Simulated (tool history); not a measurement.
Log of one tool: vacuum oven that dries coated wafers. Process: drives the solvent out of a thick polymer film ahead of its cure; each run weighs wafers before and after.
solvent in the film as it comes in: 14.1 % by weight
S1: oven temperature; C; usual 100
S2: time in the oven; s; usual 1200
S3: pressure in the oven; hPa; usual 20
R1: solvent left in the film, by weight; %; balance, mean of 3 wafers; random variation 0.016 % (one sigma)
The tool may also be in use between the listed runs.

run,hour,S1,S2,S3,R1
1,0,100,1200,20,2.04
2,18.1,100,1200,20,2.02
3,38.6,100,1200,20,2.03
4,58.5,100,1200,20,2.02
5,75.3,100,1200,20,2.02
6,90.9,100,1200,20,1.99
7,102.5,100,1200,20,1.99
8,116.1,100,1200,20,2.01
9,136.3,100,1200,20,1.98
10,156.6,100,1200,20,1.98
11,179.5,100,1200,19.2,1.96
12,201.2,100,1200,19.2,1.95
13,212.4,100,1200,20,2.01
14,222.6,100,1200,20,1.99
15,232.2,101,1080,35.5,2.59
16,247.1,103,1620,14.7,0.9
17,257.2,100,600,66.4,5.61
18,274.9,100,600,66.4,5.56
19,297,93,1200,20,3.09
20,311.4,105,1140,20,1.46
21,332.7,110,1920,54.3,1.42
22,346.4,100,780,10.2,3.07
23,359.3,114,1200,20,0.69
24,380.8,114,1200,54,1.44
25,390.6,110,1920,52.5,1.37

Measured less the same run without the tool's hidden state. The same run-to-run variation is in both; the gauge's scatter may not be:
The hidden state here: true wafer temperature over the reading, C; true pressure over the reading, kPa; drift of the gauge itself on solvent_pct, %.
run,R1
1,-0.17
2,-0.17
3,-0.18
4,-0.19
5,-0.19
6,-0.19
7,-0.19
8,-0.2
9,-0.21
10,-0.21
11,-0.21
12,-0.21
13,-0.21
14,-0.22
15,-0.26
16,-0.11
17,-0.35
18,-0.35
19,-0.3
20,-0.19
21,-0.09
22,-0.32
23,-0.08
24,-0.13
25,-0.09
